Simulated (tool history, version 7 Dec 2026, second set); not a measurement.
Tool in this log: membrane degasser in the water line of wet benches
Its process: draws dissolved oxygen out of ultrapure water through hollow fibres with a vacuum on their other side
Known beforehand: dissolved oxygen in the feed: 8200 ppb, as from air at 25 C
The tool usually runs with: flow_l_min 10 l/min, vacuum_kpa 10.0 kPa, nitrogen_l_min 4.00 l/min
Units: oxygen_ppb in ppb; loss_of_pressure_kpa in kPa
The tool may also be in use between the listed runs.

Run 1, day 0.000: usual settings. Result: oxygen_ppb 50.0 ppb, loss_of_pressure_kpa 32.27 kPa.
Run 2, day 6.429: usual settings. Result: oxygen_ppb 50.2 ppb, loss_of_pressure_kpa 32.62 kPa.
Run 3, day 16.679: usual settings but vacuum_kpa 10.3 kPa. Result: oxygen_ppb 52.5 ppb, loss_of_pressure_kpa 33.00 kPa.
Run 4, day 27.425: usual settings but vacuum_kpa 10.3 kPa. Result: oxygen_ppb 53.3 ppb, loss_of_pressure_kpa 32.83 kPa.
Run 5, day 38.500: usual settings but vacuum_kpa 10.3 kPa. Result: oxygen_ppb 52.7 ppb, loss_of_pressure_kpa 33.11 kPa.
Run 6, day 45.167: usual settings but flow_l_min 13 l/min. Result: oxygen_ppb 76.9 ppb, loss_of_pressure_kpa 42.71 kPa.
Run 7, day 56.608: usual settings. Result: oxygen_ppb 52.0 ppb, loss_of_pressure_kpa 32.95 kPa.
Run 8, day 62.621: usual settings. Result: oxygen_ppb 50.7 ppb, loss_of_pressure_kpa 33.17 kPa.
Run 9, day 68.117: usual settings but flow_l_min 12 l/min. Result: oxygen_ppb 68.4 ppb, loss_of_pressure_kpa 39.92 kPa.
At day 68.642: vacuum gauge calibrated.
Run 10, day 73.362: usual settings but flow_l_min 12 l/min. Result: oxygen_ppb 68.7 ppb, loss_of_pressure_kpa 39.70 kPa.
Run 11, day 82.904: usual settings. Result: oxygen_ppb 53.6 ppb, loss_of_pressure_kpa 33.07 kPa.
Run 12, day 93.596: usual settings but nitrogen_l_min 2.47 l/min. Result: oxygen_ppb 80.3 ppb, loss_of_pressure_kpa 33.30 kPa.
At day 98.992: vacuum gauge calibrated, once more.
Run 13, day 104.679: usual settings but nitrogen_l_min 2.47 l/min. Result: oxygen_ppb 79.5 ppb, loss_of_pressure_kpa 33.65 kPa.
Run 14, day 109.592: usual settings but nitrogen_l_min 2.47 l/min. Result: oxygen_ppb 79.3 ppb, loss_of_pressure_kpa 33.12 kPa.
Run 15, day 119.467: usual settings but nitrogen_l_min 2.47 l/min. Result: oxygen_ppb 79.1 ppb, loss_of_pressure_kpa 33.31 kPa.
Run 16, day 127.100: usual settings but vacuum_kpa 19.8 kPa. Result: oxygen_ppb 117.8 ppb, loss_of_pressure_kpa 33.58 kPa.
Run 17, day 131.917: usual settings but vacuum_kpa 19.8 kPa. Result: oxygen_ppb 118.2 ppb, loss_of_pressure_kpa 33.49 kPa.
Run 18, day 143.075: usual settings but vacuum_kpa 12.4 kPa, nitrogen_l_min 3.47 l/min. Result: oxygen_ppb 78.0 ppb, loss_of_pressure_kpa 33.57 kPa.
Run 19, day 153.838: usual settings but flow_l_min 7 l/min, vacuum_kpa 23.1 kPa. Result: oxygen_ppb 100.0 ppb, loss_of_pressure_kpa 23.46 kPa.
Run 20, day 160.638: usual settings but vacuum_kpa 6.8 kPa, nitrogen_l_min 8.22 l/min. Result: oxygen_ppb 19.1 ppb, loss_of_pressure_kpa 33.60 kPa.
Run 21, day 166.304: usual settings but vacuum_kpa 6.9 kPa, nitrogen_l_min 7.05 l/min. Result: oxygen_ppb 21.6 ppb, loss_of_pressure_kpa 33.57 kPa.
Run 22, day 174.529: usual settings but flow_l_min 14 l/min, nitrogen_l_min 4.55 l/min. Result: oxygen_ppb 85.7 ppb, loss_of_pressure_kpa 47.27 kPa.
At day 175.921: seals of the vacuum lines changed.
Run 23, day 182.496: usual settings but flow_l_min 16 l/min. Result: oxygen_ppb 118.6 ppb, loss_of_pressure_kpa 53.88 kPa.
Run 24, day 193.875: usual settings but flow_l_min 16 l/min. Result: oxygen_ppb 119.0 ppb, loss_of_pressure_kpa 54.17 kPa.
Run 25, day 200.817: usual settings but vacuum_kpa 21.0 kPa, nitrogen_l_min 2.80 l/min. Result: oxygen_ppb 165.7 ppb, loss_of_pressure_kpa 33.85 kPa.
Run 26, day 208.367: usual settings but vacuum_kpa 8.8 kPa, nitrogen_l_min 9.75 l/min. Result: oxygen_ppb 21.6 ppb, loss_of_pressure_kpa 34.11 kPa.
Run 27, day 213.804: usual settings but vacuum_kpa 8.2 kPa, nitrogen_l_min 10.40 l/min. Result: oxygen_ppb 19.5 ppb, loss_of_pressure_kpa 34.23 kPa.
Run 28, day 221.554: usual settings but flow_l_min 13 l/min, vacuum_kpa 12.5 kPa. Result: oxygen_ppb 99.6 ppb, loss_of_pressure_kpa 44.27 kPa.
Run 29, day 228.546: usual settings but flow_l_min 13 l/min, vacuum_kpa 12.5 kPa. Result: oxygen_ppb 100.1 ppb, loss_of_pressure_kpa 44.49 kPa.
Run 30, day 237.258: usual settings but flow_l_min 11 l/min, vacuum_kpa 11.2 kPa, nitrogen_l_min 3.07 l/min. Result: oxygen_ppb 83.9 ppb, loss_of_pressure_kpa 37.32 kPa.
Run 31, day 243.942: usual settings but flow_l_min 12 l/min, vacuum_kpa 8.9 kPa, nitrogen_l_min 2.26 l/min. Result: oxygen_ppb 93.5 ppb, loss_of_pressure_kpa 41.35 kPa.

Forecast each of these 3 alternatives for the next run:
At day 247.804: vacuum gauge calibrated.
Run A, day 254.667: usual settings but flow_l_min 16 l/min, nitrogen_l_min 1.68 l/min. Result: oxygen_ppb ?, loss_of_pressure_kpa ?.
At day 247.804: vacuum gauge calibrated.
Run B, day 254.667: usual settings but flow_l_min 12 l/min, vacuum_kpa 21.4 kPa, nitrogen_l_min 6.42 l/min. Result: oxygen_ppb ?, loss_of_pressure_kpa ?.
At day 247.804: vacuum gauge calibrated.
Run C, day 254.667: usual settings but flow_l_min 7 l/min, vacuum_kpa 20.3 kPa, nitrogen_l_min 7.94 l/min. Result: oxygen_ppb ?, loss_of_pressure_kpa ?.

run  oxygen_ppb  loss_of_pressure_kpa
  A       204.3                 55.01
  B       102.6                 41.06
  C        38.9                 23.72
What these runs would have given with no unlogged condition in the tool:
run  oxygen_ppb  loss_of_pressure_kpa
  A       188.4                 51.95
  B        95.6                 38.76
  C        37.1                 22.38
